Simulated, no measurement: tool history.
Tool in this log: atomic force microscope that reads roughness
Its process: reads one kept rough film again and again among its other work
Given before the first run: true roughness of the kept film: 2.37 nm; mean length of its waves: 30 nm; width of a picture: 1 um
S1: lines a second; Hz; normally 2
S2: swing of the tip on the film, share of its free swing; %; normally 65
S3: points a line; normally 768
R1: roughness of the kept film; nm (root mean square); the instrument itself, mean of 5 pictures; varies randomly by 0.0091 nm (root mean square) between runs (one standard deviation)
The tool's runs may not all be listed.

run,hour,S1,S2,S3,R1
1,0,2,65,768,1.713
# hour 8.4: new tip fitted
2,16.3,2,65,768,1.965
3,32.8,2,65,768,1.873
4,46.1,2,69,768,1.771
5,63.7,2,69,768,1.695
# hour 81: new tip fitted
6,82.4,3.68,65,768,1.92
7,92.7,2,80,768,1.816
8,106.2,1.5,65,768,1.885
9,114.3,1.5,62,768,1.87
10,131.8,1.5,62,768,1.782
11,147.4,1.5,62,768,1.716
# hour 154.4: new tip fitted
12,167.2,1.5,62,768,1.992
13,182.2,2,65,315,1.857
14,201.5,2,65,315,1.744
15,214.1,2,65,767,1.73
# hour 228.1: new tip fitted
16,233.4,2,65,768,2.001
17,244.8,2,65,768,1.934
18,263.1,2,65,768,1.848
19,280.5,2,65,950,1.752
20,294.1,2,65,311,1.662
# hour 301.5: new tip fitted
21,304.9,2,65,311,1.985
22,318.9,2,78,768,1.824
23,337.7,2,65,299,1.805
24,355.4,2,65,299,1.713
25,372.9,2,65,299,1.643
# hour 374.5: new tip fitted
26,381.4,1.55,65,305,1.959
27,399.3,1.55,67,979,1.877
28,410,3.17,82,553,1.565
29,423.5,3.17,63,452,1.717
30,435.7,1.02,78,981,1.693
31,445.1,0.51,88,665,1.681
# hour 448.2: new tip fitted
32,453.4,1,87,877,1.927
33,461.5,2.98,81,768,1.715
34,477.9,0.7,89,768,1.827
35,486.7,1.45,63,1010,1.861
36,503.1,1.45,63,1010,1.779
# hour 522.1: new tip fitted
37,522.1,2,77,768,1.912
38,537.2,2,58,430,1.952
39,548.8,2,58,430,1.875
40,566.6,2,58,430,1.786
41,579.9,0.52,68,730,1.78
42,593.6,0.85,68,298,1.679
# hour 595.1: new tip fitted
43,611.1,0.85,68,298,1.947
44,627.9,0.85,75,292,1.828
45,636.3,1.39,75,519,1.761
46,649.3,2.52,57,265,1.723
47,658.9,2.52,57,265,1.686
# hour 668.2: new tip fitted
48,670.7,2.52,57,265,2.003
49,680,2.52,57,265,1.952

Difference, measured minus no-hidden-state, one row per run. Run-to-run variation is common to both terms; the gauge's own scatter need not be:
The tool's hidden condition here consists of: radius of the tip, nm; height scale over the true one, %; drift of the gauge itself on roughness_nm, %.
run,R1
1,-0.306
2,-0.064
3,-0.153
4,-0.213
5,-0.298
6,-0.03
7,-0.088
8,-0.165
9,-0.202
10,-0.296
11,-0.368
12,-0.09
13,-0.156
14,-0.252
15,-0.317
16,-0.04
17,-0.106
18,-0.203
19,-0.282
20,-0.341
21,-0.033
22,-0.109
23,-0.211
24,-0.289
25,-0.361
26,-0.063
27,-0.157
28,-0.176
29,-0.272
30,-0.33
31,-0.368
32,-0.039
33,-0.07
34,-0.177
35,-0.22
36,-0.299
37,-0.018
38,-0.114
39,-0.173
40,-0.264
41,-0.329
42,-0.385
43,-0.114
44,-0.199
45,-0.234
46,-0.304
47,-0.353
48,-0.03
49,-0.082

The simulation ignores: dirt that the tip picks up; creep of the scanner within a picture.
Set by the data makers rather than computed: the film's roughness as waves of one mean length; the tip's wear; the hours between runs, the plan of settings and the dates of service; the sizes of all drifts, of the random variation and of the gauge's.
